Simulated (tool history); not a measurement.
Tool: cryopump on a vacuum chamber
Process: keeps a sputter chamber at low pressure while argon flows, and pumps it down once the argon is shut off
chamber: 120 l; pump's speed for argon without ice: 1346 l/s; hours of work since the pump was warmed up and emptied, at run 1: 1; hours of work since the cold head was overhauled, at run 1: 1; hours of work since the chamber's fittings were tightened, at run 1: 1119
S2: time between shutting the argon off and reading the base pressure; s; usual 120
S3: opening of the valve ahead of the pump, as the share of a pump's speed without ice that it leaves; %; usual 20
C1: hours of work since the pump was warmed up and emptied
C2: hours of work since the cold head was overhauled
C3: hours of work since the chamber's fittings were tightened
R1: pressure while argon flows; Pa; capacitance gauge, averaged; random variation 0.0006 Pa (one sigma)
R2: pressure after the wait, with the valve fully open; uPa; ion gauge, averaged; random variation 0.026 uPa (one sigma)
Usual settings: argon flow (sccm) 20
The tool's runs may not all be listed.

{"run": 1, "hour": 0.0, "argon flow (sccm)": 20, "S2": 120, "S3": 20, "C1": 1, "C2": 1, "C3": 1119, "R1": 0.125, "R2": 2.59}
{"run": 2, "hour": 29.6, "argon flow (sccm)": 20, "S2": 120, "S3": 20, "C1": 19, "C2": 19, "C3": 1138, "R1": 0.1264, "R2": 2.69}
{"run": 3, "hour": 55.3, "argon flow (sccm)": 20, "S2": 120, "S3": 20, "C1": 35, "C2": 35, "C3": 1154, "R1": 0.1272, "R2": 2.73}
{"run": 4, "hour": 86.5, "argon flow (sccm)": 20, "S2": 120, "S3": 20, "C1": 55, "C2": 55, "C3": 1173, "R1": 0.1254, "R2": 2.67}
{"run": 5, "hour": 99.1, "argon flow (sccm)": 20, "S2": 120, "S3": 20, "C1": 63, "C2": 63, "C3": 1181, "R1": 0.1261, "R2": 2.71}
{"run": 6, "hour": 118.6, "argon flow (sccm)": 20, "S2": 120, "S3": 20, "C1": 75, "C2": 75, "C3": 1193, "R1": 0.1251, "R2": 2.7}
{"run": 7, "hour": 145.7, "argon flow (sccm)": 9, "S2": 120, "S3": 20, "C1": 91, "C2": 91, "C3": 1210, "R1": 0.0569, "R2": 2.87}
{"run": 8, "hour": 169.7, "argon flow (sccm)": 9, "S2": 120, "S3": 20, "C1": 106, "C2": 106, "C3": 1225, "R1": 0.0572, "R2": 2.83}
{"run": 9, "hour": 191.5, "argon flow (sccm)": 9, "S2": 120, "S3": 20, "C1": 120, "C2": 120, "C3": 1238, "R1": 0.0565, "R2": 2.89}
{"run": 10, "hour": 218.1, "argon flow (sccm)": 9, "S2": 120, "S3": 20, "C1": 136, "C2": 136, "C3": 1255, "R1": 0.0572, "R2": 2.89}
{"run": 11, "hour": 241.9, "argon flow (sccm)": 20, "S2": 120, "S3": 20, "C1": 151, "C2": 151, "C3": 1269, "R1": 0.1277, "R2": 2.89}
{"run": 12, "hour": 256.0, "argon flow (sccm)": 20, "S2": 120, "S3": 20, "C1": 160, "C2": 160, "C3": 1278, "R1": 0.1282, "R2": 2.88}
{"run": 13, "hour": 282.4, "argon flow (sccm)": 20, "S2": 202, "S3": 20, "C1": 176, "C2": 176, "C3": 1295, "R1": 0.1282, "R2": 2.58}
{"run": 14, "hour": 304.1, "argon flow (sccm)": 20, "S2": 202, "S3": 20, "C1": 190, "C2": 190, "C3": 1308, "R1": 0.1273, "R2": 2.76}
{"run": 15, "hour": 327.1, "argon flow (sccm)": 20, "S2": 202, "S3": 20, "C1": 204, "C2": 204, "C3": 1322, "R1": 0.1285, "R2": 2.71}
{"run": 16, "hour": 343.6, "argon flow (sccm)": 20, "S2": 100, "S3": 20, "C1": 214, "C2": 214, "C3": 1332, "R1": 0.1301, "R2": 3.21}
{"run": 17, "hour": 366.3, "argon flow (sccm)": 20, "S2": 100, "S3": 20, "C1": 228, "C2": 228, "C3": 1347, "R1": 0.1281, "R2": 3.21}
{"run": 18, "hour": 395.3, "argon flow (sccm)": 36, "S2": 93, "S3": 24, "C1": 246, "C2": 246, "C3": 1365, "R1": 0.1939, "R2": 3.5}
{"run": 19, "hour": 425.8, "argon flow (sccm)": 36, "S2": 93, "S3": 24, "C1": 265, "C2": 265, "C3": 1384, "R1": 0.1957, "R2": 3.46}
{"run": 20, "hour": 454.7, "argon flow (sccm)": 36, "S2": 93, "S3": 24, "C1": 283, "C2": 283, "C3": 1401, "R1": 0.1959, "R2": 3.43}
{"run": 21, "hour": 481.6, "argon flow (sccm)": 36, "S2": 93, "S3": 24, "C1": 300, "C2": 300, "C3": 1418, "R1": 0.1941, "R2": 3.58}
{"run": 22, "hour": 505.6, "argon flow (sccm)": 20, "S2": 54, "S3": 38, "C1": 315, "C2": 315, "C3": 1433, "R1": 0.0707, "R2": 4.53}
{"run": 23, "hour": 528.9, "argon flow (sccm)": 20, "S2": 54, "S3": 38, "C1": 329, "C2": 329, "C3": 1447, "R1": 0.0713, "R2": 4.42}
{"run": 24, "hour": 559.9, "argon flow (sccm)": 20, "S2": 189, "S3": 38, "C1": 348, "C2": 348, "C3": 1467, "R1": 0.0709, "R2": 3.13}
{"run": 25, "hour": 575.1, "argon flow (sccm)": 19, "S2": 255, "S3": 32, "C1": 358, "C2": 358, "C3": 1476, "R1": 0.0791, "R2": 2.98}
{"run": 26, "hour": 595.1, "argon flow (sccm)": 20, "S2": 51, "S3": 28, "C1": 370, "C2": 370, "C3": 1489, "R1": 0.095, "R2": 4.83}
{"run": 27, "hour": 611.2, "argon flow (sccm)": 11, "S2": 129, "S3": 52, "C1": 380, "C2": 380, "C3": 1499, "R1": 0.0289, "R2": 3.46}
{"hour": 628.9, "done": "leaking fittings of the chamber tightened, without venting"}
{"run": 28, "hour": 634.0, "argon flow (sccm)": 11, "S2": 129, "S3": 52, "C1": 393, "C2": 393, "C3": 3, "R1": 0.0292, "R2": 1.12}
{"run": 29, "hour": 647.9, "argon flow (sccm)": 8, "S2": 58, "S3": 55, "C1": 402, "C2": 402, "C3": 12, "R1": 0.021, "R2": 2.15}
{"run": 30, "hour": 660.9, "argon flow (sccm)": 20, "S2": 28, "S3": 19, "C1": 410, "C2": 410, "C3": 20, "R1": 0.138, "R2": 4.05}
{"run": 31, "hour": 684.8, "argon flow (sccm)": 38, "S2": 120, "S3": 35, "C1": 425, "C2": 425, "C3": 35, "R1": 0.1479, "R2": 1.28}
{"run": 32, "hour": 715.4, "argon flow (sccm)": 37, "S2": 272, "S3": 43, "C1": 444, "C2": 444, "C3": 54, "R1": 0.12, "R2": 0.74}
{"run": 33, "hour": 729.8, "argon flow (sccm)": 37, "S2": 272, "S3": 43, "C1": 453, "C2": 453, "C3": 63, "R1": 0.1203, "R2": 0.77}

The same runs without the tool's hidden state, with the same run-to-run variation:
The hidden state here: pump's speed, % of a pump's without ice; cold plate's temperature, K; leak into the chamber, uPa l/s; drift of the gauge itself on working_pa, %; drift of the gauge itself on base_upa, %.
run=1 R1=0.1248 R2=1.11
run=2 R1=0.126 R2=1.14
run=3 R1=0.1266 R2=1.13
run=4 R1=0.1246 R2=1.1
run=5 R1=0.1252 R2=1.11
run=6 R1=0.124 R2=1.08
run=7 R1=0.0563 R2=1.13
run=8 R1=0.0566 R2=1.12
run=9 R1=0.0558 R2=1.1
run=10 R1=0.0563 R2=1.1
run=11 R1=0.1256 R2=1.09
run=12 R1=0.126 R2=1.07
run=13 R1=0.1258 R2=0.76
run=14 R1=0.1248 R2=0.8
run=15 R1=0.1257 R2=0.75
run=16 R1=0.1271 R2=1.24
run=17 R1=0.125 R2=1.24
run=18 R1=0.1879 R2=1.41
run=19 R1=0.1892 R2=1.36
run=20 R1=0.1889 R2=1.3
run=21 R1=0.1868 R2=1.36
run=22 R1=0.0663 R2=2.25
run=23 R1=0.0667 R2=2.16
run=24 R1=0.0661 R2=0.79
run=25 R1=0.0743 R2=0.6
run=26 R1=0.0898 R2=2.37
run=27 R1=0.026 R2=1.05
run=28 R1=0.0261 R2=1.05
run=29 R1=0.0187 R2=2.06
run=30 R1=0.1321 R2=3.94
run=31 R1=0.1364 R2=1.15
run=32 R1=0.1082 R2=0.58
run=33 R1=0.1082 R2=0.6

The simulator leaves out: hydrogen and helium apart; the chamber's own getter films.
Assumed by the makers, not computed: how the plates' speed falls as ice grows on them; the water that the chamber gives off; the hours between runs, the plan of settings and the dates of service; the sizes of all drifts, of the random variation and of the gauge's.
